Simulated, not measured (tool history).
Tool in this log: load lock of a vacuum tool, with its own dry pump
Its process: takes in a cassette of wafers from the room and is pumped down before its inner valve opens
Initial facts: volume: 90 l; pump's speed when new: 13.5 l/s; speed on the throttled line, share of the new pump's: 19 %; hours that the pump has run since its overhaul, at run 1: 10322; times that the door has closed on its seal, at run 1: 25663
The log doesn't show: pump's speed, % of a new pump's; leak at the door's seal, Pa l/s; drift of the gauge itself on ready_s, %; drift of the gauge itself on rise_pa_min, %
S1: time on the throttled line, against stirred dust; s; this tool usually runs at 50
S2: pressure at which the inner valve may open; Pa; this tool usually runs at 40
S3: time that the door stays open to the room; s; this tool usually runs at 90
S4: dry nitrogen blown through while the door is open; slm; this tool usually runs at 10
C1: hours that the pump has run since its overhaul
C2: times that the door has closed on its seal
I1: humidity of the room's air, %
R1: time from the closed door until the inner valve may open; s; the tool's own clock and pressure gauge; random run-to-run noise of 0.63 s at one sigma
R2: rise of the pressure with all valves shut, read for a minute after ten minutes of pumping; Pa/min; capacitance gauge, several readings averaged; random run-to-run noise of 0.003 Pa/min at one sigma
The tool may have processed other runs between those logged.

run 1 hour=0 | S1=50 S2=40 S3=90 S4=10 | C1=10322 C2=25663 | I1=47.3 | R1=103.1 R2=0.186
run 2 hour=420.1 | S1=50 S2=40 S3=90 S4=10 | C1=10742 C2=26777 | I1=45.9 | R1=104.3 R2=0.192
run 3 hour=618.9 | S1=67 S2=40 S3=90 S4=10 | C1=10941 C2=27305 | I1=48 | R1=117 R2=0.197
run 4 hour=822.2 | S1=67 S2=40 S3=90 S4=10 | C1=11145 C2=27844 | I1=47.1 | R1=118.3 R2=0.211
run 5 hour=1034.9 | S1=50 S2=40 S3=90 S4=10 | C1=11357 C2=28408 | I1=45.2 | R1=106.1 R2=0.207
run 6 hour=1360.3 | S1=50 S2=51 S3=90 S4=10 | C1=11683 C2=29271 | I1=45.1 | R1=104 R2=0.216
run 7 hour=1844 | S1=50 S2=51 S3=170 S4=10 | C1=12166 C2=30554 | I1=40.4 | R1=102.8 R2=0.237
run 8 hour=2245 | S1=50 S2=51 S3=170 S4=10 | C1=12567 C2=31618 | I1=44.3 | R1=102.5 R2=0.246
run 9 hour=2637 | S1=50 S2=51 S3=170 S4=10 | C1=12959 C2=32657 | I1=45.7 | R1=105.9 R2=0.258
run 10 hour=2967.6 | S1=50 S2=40 S3=90 S4=10 | C1=13290 C2=33534 | I1=43.9 | R1=106.9 R2=0.248
-- hour=3092.9 dry pump taken out, an overhauled one fitted
run 11 hour=3331.7 | S1=50 S2=40 S3=146 S4=10 | C1=239 C2=34484 | I1=46.6 | R1=93 R2=0.275
run 12 hour=3783 | S1=50 S2=40 S3=146 S4=10 | C1=690 C2=35681 | I1=46.7 | R1=91.6 R2=0.281
run 13 hour=4056.2 | S1=50 S2=40 S3=146 S4=10 | C1=963 C2=36406 | I1=44.3 | R1=94.4 R2=0.291
run 14 hour=4364.9 | S1=50 S2=40 S3=151 S4=10 | C1=1272 C2=37224 | I1=45.9 | R1=95.1 R2=0.295
run 15 hour=4819.4 | S1=50 S2=40 S3=164 S4=10 | C1=1727 C2=38430 | I1=40.9 | R1=94.6 R2=0.313
run 16 hour=5154.5 | S1=50 S2=40 S3=164 S4=10 | C1=2062 C2=39319 | I1=43.1 | R1=94.2 R2=0.313
run 17 hour=5472.4 | S1=50 S2=63 S3=164 S4=10 | C1=2379 C2=40162 | I1=45.6 | R1=92.9 R2=0.337
run 18 hour=5832 | S1=51 S2=42 S3=33 S4=19 | C1=2739 C2=41116 | I1=46.4 | R1=95.9 R2=0.32
run 19 hour=6213.4 | S1=51 S2=42 S3=33 S4=19 | C1=3120 C2=42127 | I1=45.3 | R1=95.7 R2=0.337
run 20 hour=6695.7 | S1=51 S2=42 S3=33 S4=19 | C1=3603 C2=43407 | I1=45.6 | R1=96.8 R2=0.354
run 21 hour=7054.1 | S1=62 S2=41 S3=90 S4=10 | C1=3961 C2=44357 | I1=44.7 | R1=106.9 R2=0.373
run 22 hour=7368.2 | S1=27 S2=41 S3=90 S4=10 | C1=4275 C2=45190 | I1=45.4 | R1=80 R2=0.378
run 23 hour=7642 | S1=61 S2=46 S3=90 S4=6 | C1=4549 C2=45917 | I1=46.4 | R1=104.4 R2=0.397
run 24 hour=7895.9 | S1=67 S2=65 S3=88 S4=8 | C1=4803 C2=46590 | I1=48 | R1=108.1 R2=0.404
run 25 hour=8130.4 | S1=47 S2=65 S3=88 S4=8 | C1=5037 C2=47212 | I1=44.3 | R1=93.1 R2=0.406
run 26 hour=8350.4 | S1=42 S2=65 S3=177 S4=8 | C1=5257 C2=47796 | I1=43.3 | R1=88.7 R2=0.427
run 27 hour=8723 | S1=39 S2=40 S3=90 S4=10 | C1=5630 C2=48784 | I1=47.9 | R1=90.1 R2=0.419
run 28 hour=9054 | S1=39 S2=40 S3=90 S4=10 | C1=5961 C2=49662 | I1=44 | R1=91.1 R2=0.438
run 29 hour=9308.4 | S1=39 S2=40 S3=90 S4=10 | C1=6215 C2=50337 | I1=41.7 | R1=90.7 R2=0.437
run 30 hour=9731.8 | S1=39 S2=40 S3=90 S4=10 | C1=6639 C2=51460 | I1=45.3 | R1=90.7 R2=0.454
run 31 hour=10055.6 | S1=94 S2=40 S3=90 S4=33 | C1=6963 C2=52319 | I1=47.1 | R1=133.6 R2=0.46
run 32 hour=10363.6 | S1=94 S2=40 S3=90 S4=33 | C1=7271 C2=53135 | I1=45.1 | R1=135.8 R2=0.482
run 33 hour=10567.7 | S1=30 S2=65 S3=46 S4=27 | C1=7475 C2=53677 | I1=48.1 | R1=81 R2=0.473

For each run, the measured value with the value that run would have given without the tool's hidden condition subtracted. The run-to-run variation is shared by both, the gauge scatter possibly not:
run=1 R1=+10.4 R2=+0.146
run=2 R1=+11 R2=+0.158
run=3 R1=+10.3 R2=+0.16
run=4 R1=+10.7 R2=+0.166
run=5 R1=+12 R2=+0.171
run=6 R1=+12 R2=+0.179
run=7 R1=+12.3 R2=+0.194
run=8 R1=+12.9 R2=+0.199
run=9 R1=+13.7 R2=+0.209
run=10 R1=+14.5 R2=+0.215
run=11 R1=+0.3 R2=+0.227
run=12 R1=+0.8 R2=+0.237
run=13 R1=+1 R2=+0.245
run=14 R1=+1.3 R2=+0.251
run=15 R1=+1.7 R2=+0.268
run=16 R1=+2 R2=+0.276
run=17 R1=+2.3 R2=+0.289
run=18 R1=+2.7 R2=+0.301
run=19 R1=+3.1 R2=+0.31
run=20 R1=+3.6 R2=+0.326
run=21 R1=+3.7 R2=+0.337
run=22 R1=+4.8 R2=+0.341
run=23 R1=+4.3 R2=+0.354
run=24 R1=+4.2 R2=+0.368
run=25 R1=+4.9 R2=+0.371
run=26 R1=+5.1 R2=+0.376
run=27 R1=+6 R2=+0.387
run=28 R1=+6.4 R2=+0.398
run=29 R1=+6.6 R2=+0.403
run=30 R1=+7.2 R2=+0.418
run=31 R1=+5.9 R2=+0.432
run=32 R1=+6.3 R2=+0.451
run=33 R1=+7.9 R2=+0.447
